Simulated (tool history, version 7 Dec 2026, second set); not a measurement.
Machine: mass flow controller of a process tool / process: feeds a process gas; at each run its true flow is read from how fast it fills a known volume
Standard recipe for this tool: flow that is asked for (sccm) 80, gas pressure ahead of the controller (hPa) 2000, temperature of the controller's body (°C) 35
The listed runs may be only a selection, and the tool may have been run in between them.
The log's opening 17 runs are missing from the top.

| run | hour | flow that is asked for (sccm) | gas pressure ahead of the controller (hPa) | temperature of the controller's body (°C) | true flow (%) |
|---|---|---|---|---|---|
| 18 | 2930.5 | 80 | 1560 | 35 | 99.2 |
| 19 | 3047 | 40 | 1450 | 25 | 99.69 |
| 20 | 3271.5 | 80 | 2080 | 22 | 100.09 |
| 21 | 3381 | 196 | 2640 | 22 | 100.25 |
| 22 | 3576.5 | 108 | 2400 | 27 | 99.81 |
| 23 | 3729.9 | 108 | 2400 | 27 | 99.77 |
| 24 | 3935.9 | 108 | 2400 | 27 | 99.62 |
| 25 | 4062.6 | 22 | 2500 | 35 | 99.21 |
| 26 | 4283.9 | 22 | 2500 | 35 | 99.17 |
| 27 | 4517.7 | 185 | 1570 | 32 | 99.51 |
| 28 | 4762.7 | 185 | 1570 | 32 | 99.53 |
| 29 | 4964.2 | 85 | 2290 | 25 | 99.73 |
| 30 | 5065.7 | 80 | 2000 | 24 | 99.85 |

Run 31 comes next. What will it give?
| 31 | 5211.8 | 149 | 2000 | 24 | ? |

{"run 31": {"true flow (%)": 100}}
Had the tool carried no hidden state, the very same run would have given true flow (%) 100.
